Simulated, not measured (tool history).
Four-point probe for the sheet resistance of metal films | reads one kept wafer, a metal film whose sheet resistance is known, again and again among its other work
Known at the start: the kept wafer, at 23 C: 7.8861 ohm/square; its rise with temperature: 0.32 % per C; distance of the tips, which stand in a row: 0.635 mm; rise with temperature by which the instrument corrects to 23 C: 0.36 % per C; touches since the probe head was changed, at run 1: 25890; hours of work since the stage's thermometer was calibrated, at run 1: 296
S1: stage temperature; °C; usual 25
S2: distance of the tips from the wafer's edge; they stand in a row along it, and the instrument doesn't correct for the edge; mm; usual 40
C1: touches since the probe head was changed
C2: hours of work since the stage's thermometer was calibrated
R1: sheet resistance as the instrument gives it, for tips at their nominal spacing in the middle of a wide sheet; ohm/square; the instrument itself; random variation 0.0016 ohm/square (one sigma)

run 1 hour=0 | S1=25 S2=40 | C1=25890 C2=296 | R1=7.895357
run 2 hour=66.9 | S1=25 S2=74 | C1=26882 C2=327 | R1=7.893011
run 3 hour=145.6 | S1=25 S2=74 | C1=28048 C2=363 | R1=7.897471
run 4 hour=249.7 | S1=18 S2=40 | C1=29592 C2=411 | R1=7.917597
run 5 hour=371.3 | S1=25 S2=4 | C1=31394 C2=467 | R1=8.004722
run 6 hour=439.5 | S1=33 S2=4 | C1=32405 C2=499 | R1=7.980295
run 7 hour=535.8 | S1=33 S2=4 | C1=33833 C2=543 | R1=7.985869
run 8 hour=598.5 | S1=33 S2=4 | C1=34762 C2=572 | R1=7.983375
run 9 hour=738.9 | S1=33 S2=4 | C1=36843 C2=636 | R1=7.983427
run 10 hour=826.6 | S1=33 S2=4 | C1=38143 C2=677 | R1=7.98611
run 11 hour=894.8 | S1=22 S2=40 | C1=39154 C2=708 | R1=7.915344
run 12 hour=1030.7 | S1=22 S2=40 | C1=41169 C2=770 | R1=7.914392
run 13 hour=1143.8 | S1=25 S2=40 | C1=42845 C2=822 | R1=7.90966
run 14 hour=1265.5 | S1=25 S2=40 | C1=44648 C2=878 | R1=7.908183
run 15 hour=1351.4 | S1=25 S2=40 | C1=45922 C2=918 | R1=7.910481
run 16 hour=1426.4 | S1=25 S2=64 | C1=47034 C2=952 | R1=7.913194
run 17 hour=1559 | S1=25 S2=9 | C1=49000 C2=1013 | R1=7.933149
run 18 hour=1642.5 | S1=25 S2=9 | C1=50237 C2=1052 | R1=7.932402
run 19 hour=1704 | S1=25 S2=9 | C1=51149 C2=1080 | R1=7.930904
-- hour=1710.3 stage's thermometer calibrated
run 20 hour=1797.2 | S1=25 S2=4 | C1=52523 C2=40 | R1=8.021868
run 21 hour=1908.5 | S1=25 S2=4 | C1=54173 C2=91 | R1=8.02524
run 22 hour=1990.6 | S1=25 S2=4 | C1=55389 C2=129 | R1=8.029022
run 23 hour=2060.2 | S1=25 S2=4 | C1=56421 C2=161 | R1=8.024033
-- hour=2078.7 stage's thermometer calibrated, once more
run 24 hour=2124.7 | S1=25 S2=4 | C1=57369 C2=21 | R1=8.017381
run 25 hour=2264.3 | S1=20 S2=19 | C1=59439 C2=85 | R1=7.93258
run 26 hour=2357.9 | S1=20 S2=19 | C1=60827 C2=128 | R1=7.931641
run 27 hour=2487.3 | S1=24 S2=51 | C1=62744 C2=188 | R1=7.916331
run 28 hour=2604.5 | S1=24 S2=51 | C1=64482 C2=242 | R1=7.918509
run 29 hour=2671.1 | S1=24 S2=16 | C1=65469 C2=272 | R1=7.926013
run 30 hour=2755.8 | S1=20 S2=6 | C1=66725 C2=311 | R1=7.978844
run 31 hour=2863.1 | S1=22 S2=40 | C1=68316 C2=361 | R1=7.929323
run 32 hour=2943.4 | S1=34 S2=26 | C1=69506 C2=398 | R1=7.894551
run 33 hour=3031.2 | S1=25 S2=39 | C1=70808 C2=438 | R1=7.918608
run 34 hour=3121.6 | S1=20 S2=5 | C1=72147 C2=480 | R1=7.999745
run 35 hour=3200.1 | S1=29 S2=18 | C1=73311 C2=516 | R1=7.916079
run 36 hour=3260 | S1=25 S2=42 | C1=74199 C2=543 | R1=7.922194
run 37 hour=3357.9 | S1=18 S2=34 | C1=75650 C2=588 | R1=7.9463
run 38 hour=3473.2 | S1=18 S2=34 | C1=77360 C2=641 | R1=7.948872
run 39 hour=3557.1 | S1=23 S2=23 | C1=78603 C2=680 | R1=7.93376
run 40 hour=3647.5 | S1=23 S2=23 | C1=79943 C2=722 | R1=7.93607
run 41 hour=3738.6 | S1=23 S2=9 | C1=81293 C2=763 | R1=7.951241
run 42 hour=3819 | S1=23 S2=9 | C1=82485 C2=800 | R1=7.955543
run 43 hour=3881.3 | S1=30 S2=31 | C1=83408 C2=829 | R1=7.916004
run 44 hour=3967.6 | S1=33 S2=18 | C1=84688 C2=869 | R1=7.913874

3 ways to go on from here, each from the tool as it stands after run 44. What would each give?
run A hour=4049.5 | S1=26 S2=49 | C1=85902 C2=906 | R1=?
run B hour=4049.5 | S1=25 S2=11 | C1=85902 C2=906 | R1=?
run C hour=4049.5 | S1=25 S2=10 | C1=85902 C2=906 | R1=?

run=A R1=7.924505
run=B R1=7.946896
run=C R1=7.947861
Without the tool's hidden state the same runs would have given:
run=A R1=7.874306
run=B R1=7.89654
run=C R1=7.8975

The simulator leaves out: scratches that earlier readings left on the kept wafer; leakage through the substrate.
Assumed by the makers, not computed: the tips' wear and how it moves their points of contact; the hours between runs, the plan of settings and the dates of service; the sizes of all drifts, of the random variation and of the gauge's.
